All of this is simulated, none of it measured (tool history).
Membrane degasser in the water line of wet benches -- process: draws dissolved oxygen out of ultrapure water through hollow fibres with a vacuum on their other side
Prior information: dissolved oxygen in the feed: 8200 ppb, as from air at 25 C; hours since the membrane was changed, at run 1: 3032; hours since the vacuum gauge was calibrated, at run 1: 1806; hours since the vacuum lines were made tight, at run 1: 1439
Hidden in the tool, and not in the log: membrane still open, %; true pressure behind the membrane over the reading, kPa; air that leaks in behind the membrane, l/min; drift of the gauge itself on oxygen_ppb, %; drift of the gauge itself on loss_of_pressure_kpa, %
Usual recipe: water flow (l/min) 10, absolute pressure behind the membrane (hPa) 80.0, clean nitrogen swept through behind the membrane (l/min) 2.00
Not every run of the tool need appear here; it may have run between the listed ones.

run,day,water flow (l/min),absolute pressure behind the membrane (hPa),clean nitrogen swept through behind the membrane (l/min),hours since the membrane was changed,hours since the vacuum gauge was calibrated,hours since the vacuum lines were made tight,dissolved oxygen in the water behind the degasser (ppb),pressure that the water loses in the fibres (hPa)
1,0.000,10,80.0,2.00,3032,1806,1439,379.6,294.0
2,3.246,10,80.0,2.00,3110,1884,1517,382.0,294.0
3,9.575,10,80.0,2.00,3262,2036,1669,381.3,294.9
4,12.954,10,80.0,2.00,3343,2117,1750,383.4,293.2
5,18.204,10,80.0,2.00,3469,2243,1876,383.3,293.9
6,24.504,10,80.0,2.00,3620,2394,2027,379.3,293.9
7,30.717,10,80.0,2.00,3769,2543,2176,380.8,294.7
8,35.446,10,80.0,2.00,3883,2657,2290,384.3,293.8
9,41.079,10,197.3,2.00,4018,2792,2425,511.1,293.1
10,44.979,10,80.0,2.00,4111,2886,2518,377.5,293.6
11,50.388,10,80.0,2.00,4241,3015,2648,383.3,294.3
12,56.721,10,77.4,2.00,4393,3167,2800,378.5,294.8
13,61.567,10,80.0,2.00,4509,3284,2916,382.2,293.8
14,67.188,10,80.0,2.00,4644,3419,3051,382.9,295.3
15,73.467,10,80.0,2.00,4795,3569,3202,381.7,294.4
16,76.671,10,80.0,2.00,4872,3646,3279,383.2,294.6
17,82.638,10,80.0,0.89,5015,3789,3422,444.4,293.9
18,87.746,10,49.4,0.89,5138,3912,3545,370.7,294.5
19,93.617,9,55.4,4.68,5279,4053,3686,285.7,263.7
20,96.871,9,55.4,4.68,5357,4131,3764,284.0,263.7
21,103.067,7,133.3,2.47,5505,4280,3912,238.7,205.3
22,106.304,11,123.8,5.16,5583,4357,3990,430.4,322.8
23,112.050,11,123.8,5.16,5721,4495,4128,434.2,325.2
24,115.196,7,82.1,1.09,5797,4571,4204,247.2,204.5
25,118.642,9,55.4,1.19,5879,4653,4286,317.2,264.5
26,122.700,9,55.4,1.19,5977,4751,4384,320.9,263.6
# day 125.496: vacuum gauge calibrated
27,129.154,8,80.0,4.08,6131,88,4538,242.5,236.5
28,132.425,8,80.0,1.79,6210,166,4617,274.6,236.3
29,137.838,8,80.0,1.79,6339,296,4746,274.2,236.4
30,140.967,9,80.0,0.94,6415,371,4822,376.4,264.0
31,143.950,10,165.0,4.33,6486,443,4893,399.2,294.5
32,148.712,7,80.0,1.61,6600,557,5008,220.8,205.8
# day 149.433: seals of the vacuum lines changed
33,152.254,7,73.7,2.00,6683,640,68,204.5,206.2

Take each entry between the runs: how does the hidden state at the last listed run before it differ from the hidden state at the first listed run after it?
After run 26, before run 27: vacuum gauge calibrated (day 125.496)
  no hidden state differs between the two runs
After run 32, before run 33: seals of the vacuum lines changed (day 149.433)
  air that leaks in behind the membrane, l/min: 0.0022 -> 0.002

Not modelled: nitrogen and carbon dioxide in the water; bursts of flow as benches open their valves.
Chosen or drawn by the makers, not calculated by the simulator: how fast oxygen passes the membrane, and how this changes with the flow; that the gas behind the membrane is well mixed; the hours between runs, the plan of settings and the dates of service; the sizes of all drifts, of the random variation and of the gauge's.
